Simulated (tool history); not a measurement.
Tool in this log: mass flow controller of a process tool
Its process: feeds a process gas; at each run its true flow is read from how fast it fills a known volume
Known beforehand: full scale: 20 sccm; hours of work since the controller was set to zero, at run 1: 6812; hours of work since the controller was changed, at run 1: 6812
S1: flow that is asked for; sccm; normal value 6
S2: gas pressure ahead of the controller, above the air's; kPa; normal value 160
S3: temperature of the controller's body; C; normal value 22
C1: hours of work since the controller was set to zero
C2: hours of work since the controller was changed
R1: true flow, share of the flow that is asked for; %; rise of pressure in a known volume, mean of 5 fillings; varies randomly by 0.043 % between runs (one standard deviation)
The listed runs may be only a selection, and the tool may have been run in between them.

run	hour	S1	S2	S3	C1	C2	R1
1	0.0	6	160	22	6812	6812	97.83
2	450.8	6	160	22	7043	7043	97.92
3	833.7	6	160	22	7239	7239	97.92
4	1110.5	6	160	22	7381	7381	97.94
5	1406.0	6	160	33	7532	7532	98.38
6	1884.6	6	160	33	7778	7778	98.39
7	2185.9	6	160	33	7932	7932	98.43
# hour 2524.9: controller exchanged for a calibrated one
8	2534.9	6	160	33	5	5	98.05
9	2843.9	6	160	33	163	163	98.08
10	3109.0	5	160	22	299	299	97.47
11	3551.2	5	160	22	526	526	97.49
12	3850.5	6	180	22	679	679	97.81
13	4179.6	6	171	22	848	848	97.67
14	4679.6	6	202	22	1104	1104	97.96
15	5238.2	6	202	22	1390	1390	97.98
16	5521.4	6	202	22	1536	1536	98.00
17	6051.1	6	202	22	1807	1807	98.03
18	6349.8	6	160	22	1960	1960	97.71
19	6647.7	6	160	22	2113	2113	97.80
20	6987.0	6	160	22	2287	2287	97.79
21	7425.2	3	160	30	2511	2511	97.12
22	7900.7	3	244	30	2755	2755	97.77
23	8392.1	4	174	29	3007	3007	97.60
24	8833.9	6	257	26	3233	3233	98.74
25	9118.7	6	212	22	3379	3379	98.27
26	9514.5	6	204	22	3582	3582	98.12
27	9750.7	6	204	25	3703	3703	98.33
28	9983.3	16	248	24	3822	3822	100.53
29	10347.9	16	148	35	4009	4009	100.31
30	10845.7	16	148	35	4264	4264	100.39
31	11209.8	16	148	35	4451	4451	100.32
32	11572.9	16	148	35	4637	4637	100.36
33	11959.8	19	207	28	4835	4835	101.08
34	12204.3	19	207	28	4960	4960	101.00
35	12629.4	6	153	25	5178	5178	97.97
36	12982.8	3	165	33	5359	5359	96.98
37	13389.3	3	165	33	5568	5568	97.02
38	13884.6	3	165	33	5822	5822	96.91
39	14324.9	3	165	33	6047	6047	96.78
40	14648.3	6	202	30	6213	6213	98.63

Some steps in R1, run to run, broken into two amounts with sign: the step expected even without the hidden condition (settings, incoming material, random variation), and the rest, left for the hidden condition together with whatever gauge scatter is not in both the measured and the hidden-condition-free result:
The tool's hidden condition here consists of: flow at rest that the sensor doesn't see, % of full scale; true flow over the shown one, %; drift of the gauge itself on true_pct, %.
Run 27 -> 28: S1 6 -> 16, S2 204 -> 248, S3 25 -> 24. R1 +2.20 %: hidden state +0.49, all else +1.71.
Run 34 -> 35: S1 19 -> 6, S2 207 -> 153, S3 28 -> 25. R1 -3.03 %: hidden state -0.67, all else -2.36.
Run 35 -> 36: S1 6 -> 3, S2 153 -> 165, S3 25 -> 33. R1 -0.99 %: hidden state -1.07, all else +0.08.
Run 39 -> 40: S1 3 -> 6, S2 165 -> 202, S3 33 -> 30. R1 +1.85 %: hidden state +1.23, all else +0.62.
